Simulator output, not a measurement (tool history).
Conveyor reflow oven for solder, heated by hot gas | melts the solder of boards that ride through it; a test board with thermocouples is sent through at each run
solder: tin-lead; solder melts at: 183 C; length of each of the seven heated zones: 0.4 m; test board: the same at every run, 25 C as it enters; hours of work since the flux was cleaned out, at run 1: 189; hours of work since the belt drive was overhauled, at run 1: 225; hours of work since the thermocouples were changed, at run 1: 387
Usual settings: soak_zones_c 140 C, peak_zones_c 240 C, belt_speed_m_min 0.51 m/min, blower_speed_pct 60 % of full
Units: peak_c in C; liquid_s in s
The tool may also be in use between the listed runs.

| run | hour | soak_zones_c | peak_zones_c | belt_speed_m_min | blower_speed_pct | hours of work since the flux was cleaned out | hours of work since the belt drive was overhauled | hours of work since the thermocouples were changed | peak_c | liquid_s |
|---|---|---|---|---|---|---|---|---|---|---|
| 1 | 0 | 140 | 240 | 0.51 | 60 | 189 | 225 | 387 | 224.6 | 77.9 |
| 2 | 6.9 | 140 | 240 | 0.431 | 60 | 192 | 228 | 390 | 229.7 | 97.7 |
| 3 | 19.5 | 140 | 240 | 0.431 | 60 | 197 | 233 | 395 | 229.4 | 97 |
| 4 | 36.2 | 140 | 237 | 0.51 | 60 | 204 | 240 | 402 | 222 | 76.1 |
| 5 | 44.4 | 139 | 240 | 0.51 | 60 | 208 | 244 | 405 | 224.1 | 77.4 |
| 6 | 60.6 | 139 | 247 | 0.51 | 58 | 215 | 251 | 412 | 230 | 81.7 |
| 7 | 75.9 | 139 | 244 | 0.475 | 61 | 221 | 257 | 419 | 230 | 88.1 |
| 8 | 92.5 | 140 | 237 | 0.51 | 77 | 228 | 264 | 426 | 224.1 | 77.9 |
| 9 | 103.4 | 140 | 237 | 0.51 | 77 | 233 | 269 | 430 | 224.3 | 78 |
| 10 | 111.2 | 135 | 242 | 0.519 | 70 | 236 | 272 | 434 | 226.6 | 75.3 |

5 ways to go on from here, each from the tool as it stands after run 10. What would each give?
| A | 122.3 | 132 | 242 | 0.423 | 62 | 241 | 277 | 438 | ? | ? |
| B | 122.3 | 153 | 229 | 0.602 | 60 | 241 | 277 | 438 | ? | ? |
| C | 122.3 | 140 | 240 | 0.41 | 60 | 241 | 277 | 438 | ? | ? |
| D | 122.3 | 130 | 240 | 0.582 | 60 | 241 | 277 | 438 | ? | ? |
| E | 122.3 | 135 | 242 | 0.519 | 71 | 241 | 277 | 438 | ? | ? |

| run | peak_c | liquid_s |
|---|---|---|
| A | 230.9 | 96.6 |
| B | 212.2 | 61 |
| C | 230.5 | 103.5 |
| D | 217.5 | 58.7 |
| E | 226.3 | 76.1 |
Without the tool's hidden state the same runs would have given:
| run | peak_c | liquid_s |
|---|---|---|
| A | 231.4 | 96.7 |
| B | 213 | 61.9 |
| C | 230.8 | 103.3 |
| D | 218.7 | 59.9 |
| E | 227.3 | 76.6 |

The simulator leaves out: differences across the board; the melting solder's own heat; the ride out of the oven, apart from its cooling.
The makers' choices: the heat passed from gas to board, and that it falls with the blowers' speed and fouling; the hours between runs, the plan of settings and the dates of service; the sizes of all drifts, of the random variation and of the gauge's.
